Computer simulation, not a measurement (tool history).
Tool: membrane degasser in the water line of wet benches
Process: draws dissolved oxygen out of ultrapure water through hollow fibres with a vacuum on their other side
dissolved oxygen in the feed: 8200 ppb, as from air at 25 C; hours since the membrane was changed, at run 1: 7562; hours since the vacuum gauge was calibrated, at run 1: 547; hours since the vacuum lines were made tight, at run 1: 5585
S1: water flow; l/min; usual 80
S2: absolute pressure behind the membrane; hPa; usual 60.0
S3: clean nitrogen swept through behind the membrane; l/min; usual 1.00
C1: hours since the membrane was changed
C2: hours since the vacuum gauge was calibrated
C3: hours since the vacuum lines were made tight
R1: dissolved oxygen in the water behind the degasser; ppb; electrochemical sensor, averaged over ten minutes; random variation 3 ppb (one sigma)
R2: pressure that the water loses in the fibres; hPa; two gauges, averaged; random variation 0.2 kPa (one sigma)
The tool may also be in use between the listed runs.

run,hour,S1,S2,S3,C1,C2,C3,R1,R2
1,0.0,80,60.0,1.00,7562,547,5585,394.3,452.2
# hour 61.4: seals of the vacuum lines changed
2,174.1,80,60.0,1.00,7734,719,113,396.7,455.6
3,287.1,80,60.0,1.00,7847,832,226,398.9,451.5
4,417.3,52,60.0,1.00,7977,962,356,287.9,297.1
5,558.4,52,60.0,1.00,8119,1103,497,283.1,298.8
6,644.8,80,56.4,1.00,8205,1190,583,353.6,450.5
7,769.9,80,129.2,1.00,8330,1315,708,1199.7,452.3
8,944.7,80,129.2,1.00,8505,1490,883,1204.8,455.6
9,1030.3,80,60.0,1.00,8590,1575,969,399.1,452.4
10,1175.5,80,60.0,1.00,8736,1721,1114,401.9,453.9
11,1307.3,79,60.0,1.00,8867,1852,1246,402.8,449.0
12,1485.7,79,60.0,1.00,9046,2031,1424,401.3,451.1
13,1615.0,79,60.0,1.00,9175,2160,1554,403.4,444.5
14,1787.7,79,60.0,1.00,9348,2333,1726,402.0,450.2
15,1910.9,79,60.0,1.00,9471,2456,1849,402.2,452.9
16,2019.1,79,60.0,1.00,9579,2564,1958,402.7,451.9
17,2198.8,79,60.0,1.00,9759,2744,2137,404.9,452.1
18,2365.0,79,60.0,1.00,9925,2910,2304,400.0,449.5
19,2473.6,80,95.1,1.74,10034,3019,2412,571.7,459.7
20,2623.8,72,128.7,1.74,10184,3169,2562,776.2,412.0
21,2729.8,72,128.7,1.74,10290,3275,2668,772.0,411.8
22,2823.7,100,128.7,1.74,10384,3369,2762,982.2,571.8
23,3001.1,94,39.6,0.59,10561,3546,2940,217.0,536.6
24,3087.1,59,39.6,0.59,10647,3632,3026,149.3,338.2
25,3258.0,80,100.1,0.86,10818,3803,3197,961.5,456.6
26,3358.5,60,84.7,1.37,10919,3904,3297,464.9,343.3
27,3446.3,60,84.7,1.37,11006,3991,3385,466.4,346.5
28,3606.6,60,84.7,0.82,11167,4152,3545,654.8,342.9
29,3750.4,111,139.5,1.00,11311,4295,3689,1603.5,638.5
30,3926.5,111,139.5,1.00,11487,4471,3865,1600.2,639.9
31,4047.2,97,60.0,1.00,11607,4592,3986,470.3,556.8
32,4207.9,88,122.3,1.64,11768,4753,4146,883.3,509.1
33,4336.4,88,122.3,1.64,11896,4881,4275,875.9,508.9

Hidden state or all else? Some run-to-run changes of R1, split into what the settings, what came in and random variation would give without the hidden state, and what is left for the hidden state (with any gauge scatter that isn't in both results):
The hidden state here: membrane still open, %; true pressure behind the membrane over the reading, kPa; air that leaks in behind the membrane, l/min; drift of the gauge itself on oxygen_ppb, %; drift of the gauge itself on loss_of_pressure_kpa, %.
Run 6 -> 7: S2 56.4 -> 129.2. R1 +846.1 ppb: hidden state -1.6, all else +847.7.
Run 22 -> 23: S1 100 -> 94, S2 128.7 -> 39.6, S3 1.74 -> 0.59. R1 -765.2 ppb: hidden state +11.8, all else -777.0.
Run 23 -> 24: S1 94 -> 59. R1 -67.7 ppb: hidden state -9.3, all else -58.4.
Run 28 -> 29: S1 60 -> 111, S2 84.7 -> 139.5, S3 0.82 -> 1.00. R1 +948.7 ppb: hidden state +4.8, all else +943.9.
Run 30 -> 31: S1 111 -> 97, S2 139.5 -> 60.0. R1 -1129.9 ppb: hidden state +5.9, all else -1135.8.
Run 31 -> 32: S1 97 -> 88, S2 60.0 -> 122.3, S3 1.00 -> 1.64. R1 +413.0 ppb: hidden state -7.8, all else +420.8.
